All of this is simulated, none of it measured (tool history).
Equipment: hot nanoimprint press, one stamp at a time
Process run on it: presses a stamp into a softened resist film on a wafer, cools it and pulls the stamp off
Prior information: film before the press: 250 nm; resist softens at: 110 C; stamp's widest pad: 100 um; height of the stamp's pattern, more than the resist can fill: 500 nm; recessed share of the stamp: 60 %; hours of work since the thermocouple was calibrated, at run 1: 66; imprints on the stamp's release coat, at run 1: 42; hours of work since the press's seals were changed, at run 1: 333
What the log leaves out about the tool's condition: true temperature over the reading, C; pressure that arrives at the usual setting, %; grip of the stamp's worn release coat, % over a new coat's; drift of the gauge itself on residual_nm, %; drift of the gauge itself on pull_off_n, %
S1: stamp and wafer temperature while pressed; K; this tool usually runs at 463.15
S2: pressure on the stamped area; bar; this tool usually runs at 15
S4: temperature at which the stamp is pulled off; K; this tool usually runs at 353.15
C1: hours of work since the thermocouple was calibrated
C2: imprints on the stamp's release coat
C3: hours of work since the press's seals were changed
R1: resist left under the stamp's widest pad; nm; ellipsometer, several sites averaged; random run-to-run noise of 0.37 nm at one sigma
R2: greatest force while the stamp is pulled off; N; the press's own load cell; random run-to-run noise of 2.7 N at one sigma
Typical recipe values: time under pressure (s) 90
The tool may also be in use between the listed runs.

run 1 hour=0 | S1=463.15 S2=15 time_under_pressure_(s)=90 S4=353.15 | C1=66 C2=42 C3=333 | R1=106.2 R2=164
run 2 hour=46.4 | S1=463.15 S2=15 time_under_pressure_(s)=90 S4=353.15 | C1=91 C2=221 C3=358 | R1=106 R2=174
run 3 hour=72.4 | S1=463.15 S2=15 time_under_pressure_(s)=90 S4=353.15 | C1=105 C2=322 C3=372 | R1=105.3 R2=174
run 4 hour=107.1 | S1=463.15 S2=15 time_under_pressure_(s)=90 S4=353.15 | C1=124 C2=457 C3=391 | R1=105.4 R2=179
run 5 hour=160.2 | S1=463.15 S2=15 time_under_pressure_(s)=65 S4=353.15 | C1=153 C2=663 C3=420 | R1=118.7 R2=180
-- hour=219.4 stamp cleaned and given a new release coat
run 6 hour=221.7 | S1=463.15 S2=15 time_under_pressure_(s)=65 S4=353.15 | C1=183 C2=8 C3=450 | R1=117.5 R2=163
run 7 hour=244.5 | S1=463.15 S2=15 time_under_pressure_(s)=65 S4=353.15 | C1=196 C2=97 C3=463 | R1=118 R2=162
run 8 hour=271.1 | S1=463.15 S2=15 time_under_pressure_(s)=65 S4=353.15 | C1=210 C2=200 C3=477 | R1=117.6 R2=170
run 9 hour=296.1 | S1=463.15 S2=15 time_under_pressure_(s)=65 S4=353.15 | C1=224 C2=297 C3=491 | R1=117.5 R2=171
run 10 hour=337.4 | S1=456.15 S2=15 time_under_pressure_(s)=90 S4=353.15 | C1=246 C2=457 C3=513 | R1=136.8 R2=182
-- hour=361 plate thermocouple calibrated
run 11 hour=371.9 | S1=456.15 S2=15 time_under_pressure_(s)=90 S4=353.15 | C1=6 C2=579 C3=531 | R1=145.5 R2=189
run 12 hour=399 | S1=456.15 S2=15 time_under_pressure_(s)=90 S4=353.15 | C1=21 C2=684 C3=545 | R1=144.7 R2=188
-- hour=451.4 stamp cleaned and given a new release coat
run 13 hour=459.2 | S1=456.15 S2=15 time_under_pressure_(s)=90 S4=353.15 | C1=50 C2=31 C3=575 | R1=144.5 R2=174
run 14 hour=482.7 | S1=456.15 S2=15 time_under_pressure_(s)=81 S4=353.15 | C1=63 C2=122 C3=588 | R1=148.8 R2=171
run 15 hour=517 | S1=467.15 S2=15.2 time_under_pressure_(s)=151 S4=344.15 | C1=82 C2=254 C3=607 | R1=74.2 R2=208
run 16 hour=544.7 | S1=472.15 S2=13.3 time_under_pressure_(s)=90 S4=353.15 | C1=97 C2=362 C3=622 | R1=80.1 R2=176
run 17 hour=568.9 | S1=475.15 S2=9.5 time_under_pressure_(s)=90 S4=350.15 | C1=110 C2=456 C3=635 | R1=84.2 R2=188
run 18 hour=612.1 | S1=475.15 S2=9.5 time_under_pressure_(s)=90 S4=350.15 | C1=134 C2=623 C3=658 | R1=83.8 R2=196
run 19 hour=665.4 | S1=475.15 S2=9.5 time_under_pressure_(s)=90 S4=350.15 | C1=163 C2=829 C3=688 | R1=84 R2=206
-- hour=679.7 stamp cleaned and given a new release coat
run 20 hour=704 | S1=464.15 S2=23.3 time_under_pressure_(s)=61 S4=338.15 | C1=181 C2=94 C3=705 | R1=96.4 R2=219
run 21 hour=738.8 | S1=469.15 S2=23.3 time_under_pressure_(s)=61 S4=342.15 | C1=200 C2=229 C3=724 | R1=77.8 R2=212
run 22 hour=771.8 | S1=462.15 S2=12.8 time_under_pressure_(s)=166 S4=359.15 | C1=218 C2=356 C3=742 | R1=95.1 R2=160
run 23 hour=822.9 | S1=467.15 S2=15 time_under_pressure_(s)=90 S4=345.15 | C1=246 C2=554 C3=770 | R1=89.4 R2=208
-- hour=845.4 plate thermocouple calibrated
run 24 hour=864.5 | S1=467.15 S2=15 time_under_pressure_(s)=90 S4=345.15 | C1=10 C2=704 C3=791 | R1=92.3 R2=214
-- hour=912.3 stamp cleaned and given a new release coat
run 25 hour=912.8 | S1=467.15 S2=15 time_under_pressure_(s)=90 S4=345.15 | C1=34 C2=2 C3=814 | R1=92.4 R2=192
-- hour=933.1 press's hydraulic seals changed and the load cell set to zero
run 26 hour=961.1 | S1=467.15 S2=15 time_under_pressure_(s)=90 S4=345.15 | C1=55 C2=158 C3=15 | R1=91.1 R2=186
run 27 hour=983.5 | S1=461.15 S2=22.8 time_under_pressure_(s)=178 S4=340.15 | C1=68 C2=245 C3=27 | R1=71.6 R2=218
run 28 hour=1034.4 | S1=474.15 S2=11.5 time_under_pressure_(s)=90 S4=353.15 | C1=95 C2=442 C3=55 | R1=78.3 R2=182

Branching from run 28: 4 alternative next runs. What would each branch give?
run A hour=1083.6 | S1=463.15 S2=14.1 time_under_pressure_(s)=126 S4=353.15 | C1=122 C2=632 C3=82 | R1=? R2=?
run B hour=1083.6 | S1=474.15 S2=11.5 time_under_pressure_(s)=90 S4=358.15 | C1=122 C2=632 C3=82 | R1=? R2=?
run C hour=1083.6 | S1=460.15 S2=15 time_under_pressure_(s)=139 S4=349.15 | C1=122 C2=632 C3=82 | R1=? R2=?
run D hour=1083.6 | S1=463.15 S2=15 time_under_pressure_(s)=78 S4=339.15 | C1=122 C2=632 C3=82 | R1=? R2=?

run=A R1=96.3 R2=185
run=B R1=77.1 R2=171
run=C R1=101.6 R2=203
run=D R1=111.9 R2=232
Had the tool no hidden state, the same runs would have come out as:
run=A R1=98.3 R2=166
run=B R1=78.5 R2=154
run=C R1=103.7 R2=183
run=D R1=114.1 R2=208
